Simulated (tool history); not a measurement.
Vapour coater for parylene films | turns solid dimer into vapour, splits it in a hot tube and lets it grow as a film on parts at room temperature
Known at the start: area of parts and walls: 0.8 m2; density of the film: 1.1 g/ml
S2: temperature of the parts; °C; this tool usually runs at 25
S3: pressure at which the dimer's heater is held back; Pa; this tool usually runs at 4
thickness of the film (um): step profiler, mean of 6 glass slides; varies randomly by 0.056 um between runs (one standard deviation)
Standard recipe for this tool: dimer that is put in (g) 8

Run 1, hour 0: usual settings. Result: thickness of the film (um) 6.45.
Run 2, hour 34.1: usual settings. Result: thickness of the film (um) 6.53.
Run 3, hour 61.6: usual settings but S3 10.18 Pa. Result: thickness of the film (um) 5.63.
Run 4, hour 88.6: usual settings. Result: thickness of the film (um) 6.61.
Run 5, hour 134.2: usual settings. Result: thickness of the film (um) 6.53.
Run 6, hour 189: usual settings. Result: thickness of the film (um) 6.49.
Run 7, hour 240.8: usual settings but S2 28 °C. Result: thickness of the film (um) 5.9.
Run 8, hour 278.2: usual settings but S2 28 °C. Result: thickness of the film (um) 5.95.
Run 9, hour 329.2: usual settings but S2 28 °C. Result: thickness of the film (um) 5.88.
Run 10, hour 364.3: usual settings but S2 28 °C. Result: thickness of the film (um) 5.92.
Run 11, hour 392.7: usual settings. Result: thickness of the film (um) 6.44.
Run 12, hour 439.9: usual settings. Result: thickness of the film (um) 6.49.
Run 13, hour 480.5: usual settings but S2 19 °C. Result: thickness of the film (um) 7.82.
Run 14, hour 521.1: usual settings but dimer that is put in (g) 4. Result: thickness of the film (um) 3.26.
At hour 551.6: trap's valve overhauled.
Run 15, hour 561.3: usual settings but dimer that is put in (g) 4. Result: thickness of the film (um) 3.24.
Run 16, hour 600.7: usual settings but dimer that is put in (g) 4. Result: thickness of the film (um) 3.27.
Run 17, hour 650.1: usual settings but dimer that is put in (g) 3, S2 19 °C, S3 2.98 Pa. Result: thickness of the film (um) 3.02.
Run 18, hour 673.7: usual settings but S2 18 °C, S3 3.24 Pa. Result: thickness of the film (um) 8.3.
Run 19, hour 696: usual settings but dimer that is put in (g) 3, S2 18 °C, S3 9.37 Pa. Result: thickness of the film (um) 2.61.
Run 20, hour 721.4: usual settings but dimer that is put in (g) 5, S3 2.99 Pa. Result: thickness of the film (um) 4.25.
Run 21, hour 776.2: usual settings but dimer that is put in (g) 5, S2 19 °C, S3 2.26 Pa. Result: thickness of the film (um) 5.21.
Run 22, hour 829.8: usual settings but dimer that is put in (g) 4, S2 29 °C, S3 2.26 Pa. Result: thickness of the film (um) 3.14.
Run 23, hour 855.4: usual settings but dimer that is put in (g) 14. Result: thickness of the film (um) 11.28.
Run 24, hour 902.5: usual settings but S2 18 °C, S3 8.08 Pa. Result: thickness of the film (um) 7.04.
Run 25, hour 954.9: usual settings but dimer that is put in (g) 5, S2 30 °C, S3 8.08 Pa. Result: thickness of the film (um) 3.14.
Run 26, hour 1000.7: usual settings but dimer that is put in (g) 5, S2 30 °C, S3 8.08 Pa. Result: thickness of the film (um) 3.08.
Run 27, hour 1029.4: usual settings but dimer that is put in (g) 5, S2 36 °C, S3 9.89 Pa. Result: thickness of the film (um) 2.51.

Estimate the outcome of run 28 from the log above:
Run 28, hour 1076.6: usual settings but S2 17 °C, S3 6.03 Pa. Result: thickness of the film (um) ?.

{"run 28": {"thickness of the film (um)": 7.71}}
Minus the tool's unlogged condition, the same run would have read thickness of the film (um) 7.75.
